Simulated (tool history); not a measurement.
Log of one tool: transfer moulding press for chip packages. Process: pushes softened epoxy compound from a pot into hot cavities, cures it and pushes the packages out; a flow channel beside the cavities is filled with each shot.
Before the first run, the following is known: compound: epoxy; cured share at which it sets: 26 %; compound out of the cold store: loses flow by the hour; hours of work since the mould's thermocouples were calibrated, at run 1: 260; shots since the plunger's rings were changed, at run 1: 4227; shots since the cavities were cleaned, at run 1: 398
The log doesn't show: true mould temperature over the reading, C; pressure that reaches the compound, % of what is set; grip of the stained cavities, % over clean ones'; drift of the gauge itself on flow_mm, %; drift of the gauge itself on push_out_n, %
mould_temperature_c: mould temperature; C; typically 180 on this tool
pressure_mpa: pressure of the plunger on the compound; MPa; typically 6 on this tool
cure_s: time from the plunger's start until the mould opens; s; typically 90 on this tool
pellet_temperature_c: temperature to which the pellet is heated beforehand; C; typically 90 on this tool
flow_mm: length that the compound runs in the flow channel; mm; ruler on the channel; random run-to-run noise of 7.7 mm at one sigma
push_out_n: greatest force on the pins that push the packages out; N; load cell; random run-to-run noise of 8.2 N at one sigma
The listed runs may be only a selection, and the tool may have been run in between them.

run,day,mould_temperature_c,pressure_mpa,cure_s,pellet_temperature_c,hours of work since the mould's thermocouples were calibrated,shots since the plunger's rings were changed,shots since the cavities were cleaned,incoming compound's hours out of the cold store,flow_mm,push_out_n
1,0,180,6,90,90,260,4227,398,41.8,774,523
# day 0.338: cavities cleaned with cleaning compound and waxed
2,0.662,180,7.43,90,90,267,4342,63,47,820,370
3,1.008,180,7.43,90,90,270,4410,131,10.4,1073,430
4,1.704,186,6,90,90,277,4544,265,38.5,765,403
5,2.354,180,6,90,90,284,4671,392,45.6,735,519
# day 2.667: cavities cleaned with cleaning compound and waxed
6,3.129,180,6,90,90,291,4809,90,30.1,829,404
7,3.721,180,6,90,90,298,4923,204,42.5,752,441
# day 3.85: mould's thermocouples calibrated
# day 4.325: plunger's sealing rings changed
8,4.429,180,6,90,90,5,20,306,38.9,818,473
9,4.908,180,6,125,90,10,112,398,25.7,895,447
# day 5.175: cavities cleaned with cleaning compound and waxed
10,5.696,180,6,125,90,17,253,101,17.6,954,363
11,6.221,180,6,125,90,23,354,202,10.6,1012,386
12,6.642,180,6,125,83,27,436,284,11.1,995,413
13,6.958,180,6,98,89,30,498,346,9.6,1014,464
# day 7.196: mould's thermocouples calibrated, once more
14,7.379,180,6,78,88,2,563,411,45,790,649
# day 7.579: cavities cleaned with cleaning compound and waxed
15,8.188,180,6,78,88,10,708,118,24.4,921,553
16,8.658,180,6,78,88,14,799,209,28.6,874,596
17,9.254,175,6,90,91,21,914,324,44.4,808,634
# day 9.946: cavities cleaned with cleaning compound and waxed
18,9.992,172,6,90,97,28,1045,9,47.8,799,541
19,10.379,172,6,90,97,32,1121,85,12.5,1049,714
20,10.908,181,7.36,90,85,37,1223,187,29.1,963,420
21,11.633,180,6,77,90,45,1363,327,12,993,694
# day 12.267: cavities cleaned with cleaning compound and waxed
22,12.371,180,6,77,90,52,1495,21,42.2,789,465
23,13.017,182,4.75,104,90,58,1620,146,28,779,390
24,13.596,182,4.75,116,90,64,1732,258,43.5,680,410

Forecast each of these 3 alternatives for the next run:
A,14.004,180,6,128,90,68,1811,337,36.9,?,?
B,14.004,180,6,117,90,68,1811,337,44.4,?,?
C,14.004,187,4.75,116,90,68,1811,337,30.3,?,?

run,flow_mm,push_out_n
A,817,439
B,775,441
C,733,427
With the hidden condition removed and each run's random variation left untouched, the same runs would have given:
run,flow_mm,push_out_n
A,835,303
B,792,304
C,750,295
